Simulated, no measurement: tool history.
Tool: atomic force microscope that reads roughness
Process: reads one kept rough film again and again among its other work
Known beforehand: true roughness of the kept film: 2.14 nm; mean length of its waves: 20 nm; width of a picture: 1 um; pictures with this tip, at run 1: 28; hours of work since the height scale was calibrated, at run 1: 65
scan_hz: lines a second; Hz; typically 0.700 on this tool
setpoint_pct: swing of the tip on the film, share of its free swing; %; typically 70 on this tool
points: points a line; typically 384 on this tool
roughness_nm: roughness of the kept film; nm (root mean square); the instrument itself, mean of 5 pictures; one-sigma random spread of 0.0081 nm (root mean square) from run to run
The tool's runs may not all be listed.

run  hour  scan_hz  setpoint_pct  points  pictures with this tip  hours of work since the height scale was calibrated  roughness_nm
  1   0.0    0.700            70     384                      28                                                   65         1.647
  2   5.3    0.700            70     384                      35                                                   67         1.642
  3  13.8    0.700            70     274                      46                                                   71         1.567
  4  21.3    0.700            80     384                      56                                                   74         1.526
  5  26.7    1.650            80     384                      63                                                   76         1.393
  6  36.2    0.700            70     374                      76                                                   80         1.510
  7  41.6    0.601            57     324                      83                                                   82         1.536
  8  49.2    1.390            58     526                      93                                                   85         1.485
     50.7  -- height scale calibrated on a step standard
  9  60.1    0.700            82     419                     106                                                    4         1.403
 10  69.1    0.700            82     419                     118                                                    8         1.383
 11  77.9    2.606            82     526                     129                                                   11         1.146

A few steps of roughness_nm between consecutive runs. Split each: what settings, incoming material and random variation would produce without the hidden state, and what is left over for the hidden state, along with gauge scatter present in only one of the two compared results (measured, and without hidden state):
Hidden conditions of the tool in this case: radius of the tip, nm; height scale over the true one, %; drift of the gauge itself on roughness_nm, %.
Run 5 -> 6: scan_hz 1.650 -> 0.700, setpoint_pct 80 -> 70, points 384 -> 374. roughness_nm +0.117 nm (root mean square): hidden state -0.051, all else +0.168.
Run 10 -> 11: scan_hz 0.700 -> 2.606, points 419 -> 526. roughness_nm -0.237 nm (root mean square): hidden state +0.032, all else -0.269.
